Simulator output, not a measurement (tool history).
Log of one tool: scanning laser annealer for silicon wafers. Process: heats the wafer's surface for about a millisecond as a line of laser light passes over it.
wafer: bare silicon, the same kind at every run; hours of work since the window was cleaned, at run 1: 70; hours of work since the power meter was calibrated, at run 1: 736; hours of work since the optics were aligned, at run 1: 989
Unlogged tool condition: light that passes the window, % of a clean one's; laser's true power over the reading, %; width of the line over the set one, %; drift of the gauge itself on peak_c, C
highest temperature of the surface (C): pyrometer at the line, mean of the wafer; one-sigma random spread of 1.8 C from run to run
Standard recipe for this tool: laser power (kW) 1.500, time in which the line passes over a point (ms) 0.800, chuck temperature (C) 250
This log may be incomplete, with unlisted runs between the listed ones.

run   hour  laser power (kW)  time in which the line passes over a point (ms)  chuck temperature (C)  hours of work since the window was cleaned  hours of work since the power meter was calibrated  hours of work since the optics were aligned  highest temperature of the surface (C)
  1    0.0             1.500                                            0.800                    250                                          70                                                 736                                          989                                    1040
  2   62.1             1.500                                            0.800                    250                                         107                                                 774                                         1027                                    1043
  3  109.7             1.500                                            0.753                    250                                         136                                                 802                                         1055                                    1022
  4  135.9             1.500                                            0.800                    247                                         151                                                 818                                         1071                                    1039
  5  171.8             1.500                                            0.800                    216                                         173                                                 839                                         1092                                    1004
  6  216.3             1.500                                            0.800                    216                                         199                                                 866                                         1119                                    1003
  7  273.7             1.500                                            0.800                    216                                         234                                                 900                                         1153                                    1009
     296.6  -- optics aligned, line set to its width
  8  321.2             1.500                                            0.800                    250                                         259                                                 925                                           15                                    1043
  9  378.3             1.500                                            0.800                    250                                         293                                                 959                                           49                                    1043
     400.0  -- window over the wafer cleaned
 10  412.8             1.500                                            0.800                    251                                           8                                                 979                                           68                                    1043
 11  448.5             1.379                                            0.800                    250                                          29                                                1000                                           90                                     969
 12  474.0             1.500                                            0.800                    250                                          44                                                1015                                          105                                    1043

Predict the results of run 13:
 13  504.3             1.500                                            0.800                    250                                          62                                                1034                                          123                                       ?

highest temperature of the surface (C): 1043
With no hidden state in the tool, this same run would have given highest temperature of the surface (C) 1043.
